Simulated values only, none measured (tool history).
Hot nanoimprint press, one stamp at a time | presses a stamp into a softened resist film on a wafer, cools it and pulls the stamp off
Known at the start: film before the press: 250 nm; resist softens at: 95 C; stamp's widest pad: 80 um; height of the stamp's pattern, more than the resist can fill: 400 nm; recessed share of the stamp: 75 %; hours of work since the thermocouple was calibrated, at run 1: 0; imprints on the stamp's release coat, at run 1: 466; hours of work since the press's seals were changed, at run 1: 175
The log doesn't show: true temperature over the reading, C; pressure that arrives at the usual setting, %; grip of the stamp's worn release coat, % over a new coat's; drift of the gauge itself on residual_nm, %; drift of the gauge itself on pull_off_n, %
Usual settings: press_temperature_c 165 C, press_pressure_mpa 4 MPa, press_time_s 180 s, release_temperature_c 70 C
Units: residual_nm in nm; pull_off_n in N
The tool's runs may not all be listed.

run	hour	press_temperature_c	press_pressure_mpa	press_time_s	release_temperature_c	hours of work since the thermocouple was calibrated	imprints on the stamp's release coat	hours of work since the press's seals were changed	residual_nm	pull_off_n
1	0	165	4	180	70	0	466	175	143	143
2	19.9	165	4	180	68	14	562	188	143.3	147
3	31.2	163	4	180	70	21	616	196	157	144
4	48.1	163	4	180	70	33	698	208	156.4	141
5	59.4	165	4.16	180	70	41	752	216	141.4	144
6	80.4	165	4.16	180	70	55	853	230	141.6	145
7	99.2	165	4	180	76	68	944	243	143.6	130
8	113.5	165	4	180	76	78	1013	253	143.4	133
9	135.1	165	4	180	70	93	1117	268	144	142
10	144.3	165	4	180	70	99	1161	274	144.2	142
11	154.3	165	4	180	70	106	1209	281	144.3	144
12	174.6	165	4	180	70	120	1307	295	144.4	142
13	185.7	165	4	180	70	128	1361	302	143.1	142
14	195.4	165	4	180	70	134	1407	309	144.3	145
15	212.2	165	4	310	70	146	1488	321	119.3	143
16	223.8	165	4	310	70	154	1544	329	119.5	141
17	236	173	5.5	180	70	162	1603	337	83.7	144
18	249.4	173	2.5	180	70	172	1667	346	120.2	143
19	261.3	173	2.5	180	70	180	1724	354	120.5	143
20	271.6	167	2.93	180	62	187	1774	361	149.1	158
21	286.6	177	4	109	70	197	1846	372	98.1	141
22	304.7	177	4	109	70	210	1933	384	98	143
23	326.4	165	5.08	180	64	225	2038	399	132.3	158
# hour 337.4: stamp cleaned and given a new release coat
# hour 348.1: gauge calibrated
24	348.4	163	2.43	220	62	236	53	410	173.1	161
25	359.5	163	2.43	220	62	243	107	418	173.6	161
26	372.1	169	4	180	70	252	167	426	118.2	144
# hour 379.5: plate thermocouple calibrated
27	386.3	165	4	160	70	5	221	434	148.8	141
28	403.7	165	4	160	70	17	305	446	148.8	143
29	414.8	163	2.4	180	70	24	359	454	183	144

Forecast each of these 3 alternatives for the next run:
A	423.8	165	4	178	74	30	402	460	?	?
B	423.8	165	6.2	160	70	30	402	460	?	?
C	423.8	165	4	193	58	30	402	460	?	?

run	residual_nm	pull_off_n
A	143.6	135
B	125.3	143
C	140.5	168
Without the tool's hidden state the same runs would have given:
run	residual_nm	pull_off_n
A	143.1	135
B	124.9	143
C	140	168
